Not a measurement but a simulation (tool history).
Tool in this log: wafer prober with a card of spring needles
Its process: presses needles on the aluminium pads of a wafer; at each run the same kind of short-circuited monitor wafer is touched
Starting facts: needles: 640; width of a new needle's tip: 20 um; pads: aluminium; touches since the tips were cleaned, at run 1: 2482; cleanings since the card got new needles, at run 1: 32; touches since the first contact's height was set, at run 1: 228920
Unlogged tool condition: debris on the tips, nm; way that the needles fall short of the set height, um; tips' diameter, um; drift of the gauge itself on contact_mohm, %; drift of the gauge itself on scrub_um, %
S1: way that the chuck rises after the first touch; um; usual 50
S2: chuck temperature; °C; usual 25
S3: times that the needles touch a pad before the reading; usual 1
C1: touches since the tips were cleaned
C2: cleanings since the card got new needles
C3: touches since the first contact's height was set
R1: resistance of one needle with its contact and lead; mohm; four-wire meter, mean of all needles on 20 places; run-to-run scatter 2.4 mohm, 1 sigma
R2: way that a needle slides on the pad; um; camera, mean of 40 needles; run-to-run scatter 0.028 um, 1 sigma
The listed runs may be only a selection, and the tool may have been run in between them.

run,hour,S1,S2,S3,C1,C2,C3,R1,R2
1,0.0,50,25,1,2482,32,228920,764,11.60
# hour 12.0: tips cleaned on abrasive film
# hour 16.6: height of the first contact set anew
# hour 34.7: tips cleaned on abrasive film
2,51.8,50,25,1,5665,34,11653,773,12.10
# hour 55.7: tips cleaned on abrasive film
# hour 77.8: tips cleaned on abrasive film
3,83.3,50,25,1,1806,36,22065,670,12.06
# hour 98.6: tips cleaned on abrasive film
# hour 119.1: tips cleaned on abrasive film
4,125.4,50,25,1,2069,38,35997,690,12.02
# hour 139.3: tips cleaned on abrasive film
5,155.7,50,25,1,5453,39,46065,793,12.02
# hour 158.7: tips cleaned on abrasive film
# hour 180.9: tips cleaned on abrasive film
# hour 203.4: tips cleaned on abrasive film
6,211.0,50,25,1,2508,42,64337,700,11.98
# hour 222.9: tips cleaned on abrasive film
# hour 244.3: tips cleaned on abrasive film
7,256.8,50,120,1,4153,44,79521,745,11.97
# hour 265.2: tips cleaned on abrasive film
# hour 284.5: tips cleaned on abrasive film
8,301.7,50,120,1,5717,46,94389,766,11.94
# hour 304.7: tips cleaned on abrasive film
# hour 326.9: tips cleaned on abrasive film
# hour 347.2: tips cleaned on abrasive film
9,350.0,50,120,1,954,49,110357,571,11.90
# hour 369.6: tips cleaned on abrasive film
# hour 391.6: tips cleaned on abrasive film
10,399.1,50,120,1,2476,51,126608,708,11.82
# hour 412.3: tips cleaned on abrasive film
# hour 434.7: tips cleaned on abrasive film
11,435.4,50,120,1,224,53,138605,400,11.78
# hour 456.7: tips cleaned on abrasive film
# hour 478.0: tips cleaned on abrasive film
12,487.2,50,120,1,3040,55,155764,745,11.81
# hour 498.1: tips cleaned on abrasive film
13,511.9,50,25,1,4586,56,163974,810,11.75
# hour 521.1: tips cleaned on abrasive film
# hour 542.0: tips cleaned on abrasive film
14,549.1,53,72,2,2361,58,176278,528,12.44
# hour 562.3: tips cleaned on abrasive film
# hour 583.5: tips cleaned on abrasive film
15,590.1,38,45,2,2203,60,189838,709,8.76
# hour 603.2: tips cleaned on abrasive film
# hour 623.5: tips cleaned on abrasive film
16,631.0,58,30,1,2501,62,203370,607,13.58
# hour 644.8: tips cleaned on abrasive film
# hour 663.8: tips cleaned on abrasive film
# hour 683.7: tips cleaned on abrasive film
17,686.0,58,30,1,744,65,221558,465,13.54
# hour 703.1: tips cleaned on abrasive film
# hour 723.8: tips cleaned on abrasive film
# hour 724.1: height of the first contact set anew
18,731.5,58,42,3,2461,67,2461,390,14.05
# hour 744.1: tips cleaned on abrasive film
19,754.0,34,31,2,3322,68,9917,857,8.21
# hour 765.7: tips cleaned on abrasive film
# hour 786.4: tips cleaned on abrasive film
20,798.0,55,25,2,3868,70,24477,510,13.35
# hour 808.9: tips cleaned on abrasive film
# hour 828.7: tips cleaned on abrasive film
21,833.8,55,25,2,1701,72,36326,460,13.27
# hour 848.1: tips cleaned on abrasive film
# hour 870.2: tips cleaned on abrasive film
22,884.1,43,48,1,4609,74,52962,1006,10.36
# hour 890.6: tips cleaned on abrasive film
# hour 911.0: tips cleaned on abrasive film
23,925.9,59,59,2,4967,76,66814,516,14.18
# hour 930.2: tips cleaned on abrasive film
# hour 951.2: tips cleaned on abrasive film
24,961.9,64,96,2,3554,78,78729,475,15.34
# hour 973.8: tips cleaned on abrasive film
# hour 996.0: tips cleaned on abrasive film
25,1014.8,64,96,2,6245,80,96252,488,15.29
# hour 1018.7: tips cleaned on abrasive film
# hour 1038.9: tips cleaned on abrasive film
26,1039.9,35,96,1,344,82,104531,593,8.25

Each row is a separate what-if for the run after 26, all from the same tool condition, not one after another. Results?
# hour 1060.0: tips cleaned on abrasive film
# hour 1081.4: tips cleaned on abrasive film
A,1091.3,31,42,3,3276,84,121553,?,?
# hour 1060.0: tips cleaned on abrasive film
# hour 1081.4: tips cleaned on abrasive film
B,1091.3,51,39,1,3276,84,121553,?,?
# hour 1060.0: tips cleaned on abrasive film
# hour 1081.4: tips cleaned on abrasive film
C,1091.3,49,25,1,3276,84,121553,?,?
# hour 1060.0: tips cleaned on abrasive film
# hour 1081.4: tips cleaned on abrasive film
D,1091.3,40,96,2,3276,84,121553,?,?
# hour 1060.0: tips cleaned on abrasive film
# hour 1081.4: tips cleaned on abrasive film
E,1091.3,35,43,2,3276,84,121553,?,?

run,R1,R2
A,752,7.28
B,745,12.11
C,787,11.64
D,717,9.43
E,880,8.19
Take away the tool's hidden state, keep each run's random variation, and the runs would have read:
run,R1,R2
A,301,7.56
B,283,12.40
C,278,11.92
D,308,9.71
E,295,8.47
